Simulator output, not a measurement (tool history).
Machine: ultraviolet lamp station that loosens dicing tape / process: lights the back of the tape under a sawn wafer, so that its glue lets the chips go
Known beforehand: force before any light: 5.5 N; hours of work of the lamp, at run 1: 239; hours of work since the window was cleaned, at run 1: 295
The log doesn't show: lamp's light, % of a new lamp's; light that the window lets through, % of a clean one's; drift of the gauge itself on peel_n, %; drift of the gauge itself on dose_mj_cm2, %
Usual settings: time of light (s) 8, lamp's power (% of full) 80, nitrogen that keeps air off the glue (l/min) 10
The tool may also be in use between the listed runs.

run,hour,time of light (s),lamp's power (% of full),nitrogen that keeps air off the glue (l/min),hours of work of the lamp,hours of work since the window was cleaned,force that peels the tape off (N),light that reached the tape (mJ/cm²)
1,0,8,80,10,239,295,0.335,256
2,28.3,8,80,10,255,311,0.319,252
3,48.7,8,80,7,266,322,0.395,253
4,62.6,8,80,7,274,330,0.389,254
5,96.7,13,80,10,293,349,0.16,412
6,112.7,8,68,10,302,358,0.461,222
7,139.1,8,80,10,317,373,0.322,252
8,171.8,8,80,13,335,391,0.285,253
9,198.3,8,80,13,350,406,0.286,255
10,223.2,4,71,13,364,420,1.21,110
11,248.9,4,71,13,378,434,1.247,114
12,268.3,5,62,6,389,445,1.491,121
13,293.1,9,66,7,403,459,0.474,233
14,320.8,8,80,6,418,474,0.431,253
15,351.8,8,72,18,436,492,0.303,227

Branching from run 15: 4 alternative next runs. What would each branch give?
A,382.7,13,89,10,453,509,?,?
B,382.7,8,80,14,453,509,?,?
C,382.7,10,65,5,453,509,?,?
D,382.7,8,72,7,453,509,?,?

run,force that peels the tape off (N),light that reached the tape (mJ/cm²)
A,0.146,451
B,0.274,255
C,0.465,258
D,0.5,226
The same runs, with their run-to-run variation unchanged, on a tool lacking any hidden condition would have given:
run,force that peels the tape off (N),light that reached the tape (mJ/cm²)
A,0.145,452
B,0.273,256
C,0.463,259
D,0.498,227
